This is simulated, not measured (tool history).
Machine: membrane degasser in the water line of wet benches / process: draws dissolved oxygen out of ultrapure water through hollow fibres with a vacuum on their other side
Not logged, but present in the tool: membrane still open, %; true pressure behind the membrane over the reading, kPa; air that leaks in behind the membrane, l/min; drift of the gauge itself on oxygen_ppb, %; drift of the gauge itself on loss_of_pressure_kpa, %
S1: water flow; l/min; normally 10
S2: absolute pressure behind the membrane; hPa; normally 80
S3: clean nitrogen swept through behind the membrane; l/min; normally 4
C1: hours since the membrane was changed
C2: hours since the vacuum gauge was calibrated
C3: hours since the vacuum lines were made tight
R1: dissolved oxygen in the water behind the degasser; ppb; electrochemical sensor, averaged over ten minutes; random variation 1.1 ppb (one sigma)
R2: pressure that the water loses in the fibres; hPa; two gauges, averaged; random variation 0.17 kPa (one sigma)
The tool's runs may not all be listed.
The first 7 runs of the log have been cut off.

run      day  S1     S2     S3     C1    C2    C3     R1     R2
      61.471  -- vacuum gauge calibrated
  8   70.371  10     80      4   8810   214  1492  103.6  251.6
  9   79.629  10     80      4   9032   436  1714  102.1  252.7
 10   87.425  10     80      4   9219   623  1901  101.9  253.5
 11   96.654  10     80      4   9440   844  2123  101.7  253.8
 12  104.279  10     80      4   9623  1027  2306  102.8  255.7
 13    114.2  10  117.7      4   9861  1266  2544  127.2    250
 14  122.354  10  117.7      4  10057  1461  2740  127.2  251.8
 15  130.833  10  117.7      4  10261  1665  2943  126.9    253
 16  139.196  10     80      4  10461  1865  3144  104.7  253.3
 17  145.817  10     80      4  10620  2024  3303  105.5    254
 18  157.533  10   59.4      4  10901  2305  3584   92.3  254.6
 19  166.438  10   59.4      4  11115  2519  3798   92.5  252.5
 20  171.738  10   59.4      4  11242  2646  3925   91.8  249.8
 21  176.896  10     80   1.64  11366  2770  4049  143.6  252.7
 22  184.746   9     80   3.33  11555  2959  4237     88  228.3
 23  192.617   6     80   2.79  11743  3147  4426   42.8  153.4
 24  201.192  10   81.5  10.12  11949  3353  4632   86.8  257.6
 25  209.362  14   81.5  10.12  12145  3549  4828  175.3  354.2
     212.629  -- seals of the vacuum lines changed
 26  214.912   6  182.7   8.76  12277  3681    55   42.9  153.5
 27  220.683   6  182.7   8.76  12415  3819   193   42.5  150.6

Forecast run 28:
     231.175  -- vacuum gauge calibrated
     231.892  -- membrane cartridge changed
 28  232.262  10  182.7  6.3   9  22  467   ?   ?

R1: 130.8 ppb
R2: 250.6 hPa
With no hidden state in the tool, this same run would have given R1 130.8 ppb, R2 250.6 hPa.
